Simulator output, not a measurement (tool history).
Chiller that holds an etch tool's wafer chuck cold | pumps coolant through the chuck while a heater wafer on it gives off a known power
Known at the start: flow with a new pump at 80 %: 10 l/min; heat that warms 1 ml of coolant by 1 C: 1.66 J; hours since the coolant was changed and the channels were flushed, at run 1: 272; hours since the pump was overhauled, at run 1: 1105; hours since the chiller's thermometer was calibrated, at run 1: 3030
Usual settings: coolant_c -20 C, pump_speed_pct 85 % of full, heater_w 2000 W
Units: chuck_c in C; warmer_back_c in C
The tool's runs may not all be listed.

run	hour	coolant_c	pump_speed_pct	heater_w	hours since the coolant was changed and the channels were flushed	hours since the pump was overhauled	hours since the chiller's thermometer was calibrated	chuck_c	warmer_back_c
1	0	-20	85	2000	272	1105	3030	0.3	6.79
2	133	-20	85	2000	405	1238	3163	0.6	6.68
3	214.2	-20	85	2904	486	1320	3244	9.6	9.78
4	290.8	-20	85	1676	563	1396	3320	-2.9	5.58
5	375.7	-14	85	1676	648	1481	3405	3	5.65
6	448.5	-20	67	2000	720	1554	3478	4.2	8.68
7	586.9	-20	67	2000	859	1692	3616	4.1	8.63
8	687	-20	67	2000	959	1792	3717	4.2	8.57
9	803.4	-20	67	2000	1075	1909	3833	3.9	8.61
10	918.2	-20	85	1488	1190	2024	3948	-4.9	4.84
11	1010.8	-24	78	2727	1283	2116	4040	5.7	9.9
12	1095.6	-24	78	2727	1367	2201	4125	5.5	9.87

Run 13 comes next. What will it give?
13	1158.6	-24	78	2727	1430	2264	4188	?	?

chuck_c: 5.6 C
warmer_back_c: 9.88 C
Without the tool's hidden state the same run would have given chuck_c 5.6 C, warmer_back_c 10.09 C.

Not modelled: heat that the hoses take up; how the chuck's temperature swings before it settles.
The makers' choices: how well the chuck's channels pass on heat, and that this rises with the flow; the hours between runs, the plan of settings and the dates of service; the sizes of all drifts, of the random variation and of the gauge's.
